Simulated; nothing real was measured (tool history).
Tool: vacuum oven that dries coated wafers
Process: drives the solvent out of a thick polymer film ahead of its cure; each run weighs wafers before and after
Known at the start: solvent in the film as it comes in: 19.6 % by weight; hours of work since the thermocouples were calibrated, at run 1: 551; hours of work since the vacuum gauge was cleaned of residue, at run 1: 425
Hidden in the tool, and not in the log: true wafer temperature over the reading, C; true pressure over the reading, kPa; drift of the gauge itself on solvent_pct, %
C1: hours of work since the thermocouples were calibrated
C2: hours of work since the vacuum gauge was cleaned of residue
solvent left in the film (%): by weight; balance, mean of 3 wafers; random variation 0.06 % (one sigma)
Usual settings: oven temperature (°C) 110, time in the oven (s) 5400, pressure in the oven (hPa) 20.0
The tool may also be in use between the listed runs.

{"run": 1, "hour": 0.0, "oven temperature (°C)": 110, "time in the oven (s)": 5400, "pressure in the oven (hPa)": 20.0, "C1": 551, "C2": 425, "solvent left in the film (%)": 3.22}
{"run": 2, "hour": 34.9, "oven temperature (°C)": 110, "time in the oven (s)": 5400, "pressure in the oven (hPa)": 20.0, "C1": 568, "C2": 442, "solvent left in the film (%)": 3.39}
{"run": 3, "hour": 68.1, "oven temperature (°C)": 110, "time in the oven (s)": 5400, "pressure in the oven (hPa)": 20.0, "C1": 584, "C2": 459, "solvent left in the film (%)": 3.35}
{"run": 4, "hour": 103.1, "oven temperature (°C)": 110, "time in the oven (s)": 5400, "pressure in the oven (hPa)": 20.0, "C1": 602, "C2": 476, "solvent left in the film (%)": 3.2}
{"run": 5, "hour": 120.6, "oven temperature (°C)": 110, "time in the oven (s)": 5400, "pressure in the oven (hPa)": 20.0, "C1": 610, "C2": 484, "solvent left in the film (%)": 3.3}
{"run": 6, "hour": 156.3, "oven temperature (°C)": 110, "time in the oven (s)": 5400, "pressure in the oven (hPa)": 20.0, "C1": 628, "C2": 502, "solvent left in the film (%)": 3.32}
{"run": 7, "hour": 183.1, "oven temperature (°C)": 110, "time in the oven (s)": 5400, "pressure in the oven (hPa)": 20.0, "C1": 641, "C2": 515, "solvent left in the film (%)": 3.27}
{"run": 8, "hour": 201.3, "oven temperature (°C)": 110, "time in the oven (s)": 5400, "pressure in the oven (hPa)": 20.0, "C1": 650, "C2": 524, "solvent left in the film (%)": 3.35}
{"run": 9, "hour": 230.9, "oven temperature (°C)": 110, "time in the oven (s)": 5400, "pressure in the oven (hPa)": 20.0, "C1": 664, "C2": 538, "solvent left in the film (%)": 3.25}
{"run": 10, "hour": 247.8, "oven temperature (°C)": 110, "time in the oven (s)": 5400, "pressure in the oven (hPa)": 20.0, "C1": 672, "C2": 547, "solvent left in the film (%)": 3.18}
{"run": 11, "hour": 273.6, "oven temperature (°C)": 110, "time in the oven (s)": 5400, "pressure in the oven (hPa)": 20.0, "C1": 685, "C2": 559, "solvent left in the film (%)": 3.27}
{"run": 12, "hour": 308.0, "oven temperature (°C)": 110, "time in the oven (s)": 5400, "pressure in the oven (hPa)": 20.0, "C1": 702, "C2": 576, "solvent left in the film (%)": 3.19}
{"run": 13, "hour": 331.3, "oven temperature (°C)": 109, "time in the oven (s)": 3960, "pressure in the oven (hPa)": 13.6, "C1": 713, "C2": 588, "solvent left in the film (%)": 4.71}
{"run": 14, "hour": 361.4, "oven temperature (°C)": 117, "time in the oven (s)": 3960, "pressure in the oven (hPa)": 13.6, "C1": 728, "C2": 602, "solvent left in the film (%)": 2.54}
{"run": 15, "hour": 382.4, "oven temperature (°C)": 117, "time in the oven (s)": 3960, "pressure in the oven (hPa)": 13.6, "C1": 738, "C2": 613, "solvent left in the film (%)": 2.59}
{"run": 16, "hour": 419.2, "oven temperature (°C)": 97, "time in the oven (s)": 3960, "pressure in the oven (hPa)": 13.6, "C1": 756, "C2": 631, "solvent left in the film (%)": 8.64}
{"run": 17, "hour": 455.0, "oven temperature (°C)": 116, "time in the oven (s)": 3960, "pressure in the oven (hPa)": 18.4, "C1": 774, "C2": 648, "solvent left in the film (%)": 2.98}
{"run": 18, "hour": 473.8, "oven temperature (°C)": 123, "time in the oven (s)": 3960, "pressure in the oven (hPa)": 10.8, "C1": 783, "C2": 657, "solvent left in the film (%)": 1.43}
{"run": 19, "hour": 495.1, "oven temperature (°C)": 98, "time in the oven (s)": 4500, "pressure in the oven (hPa)": 39.1, "C1": 794, "C2": 668, "solvent left in the film (%)": 8.9}

Run 20 comes next. What will it give?
{"run": 20, "hour": 526.1, "oven temperature (°C)": 108, "time in the oven (s)": 5400, "pressure in the oven (hPa)": 69.5, "C1": 809, "C2": 683, "solvent left in the film (%)": "?"}

solvent left in the film (%): 6.38
Without the tool's hidden state the same run would have given solvent left in the film (%) 6.36.

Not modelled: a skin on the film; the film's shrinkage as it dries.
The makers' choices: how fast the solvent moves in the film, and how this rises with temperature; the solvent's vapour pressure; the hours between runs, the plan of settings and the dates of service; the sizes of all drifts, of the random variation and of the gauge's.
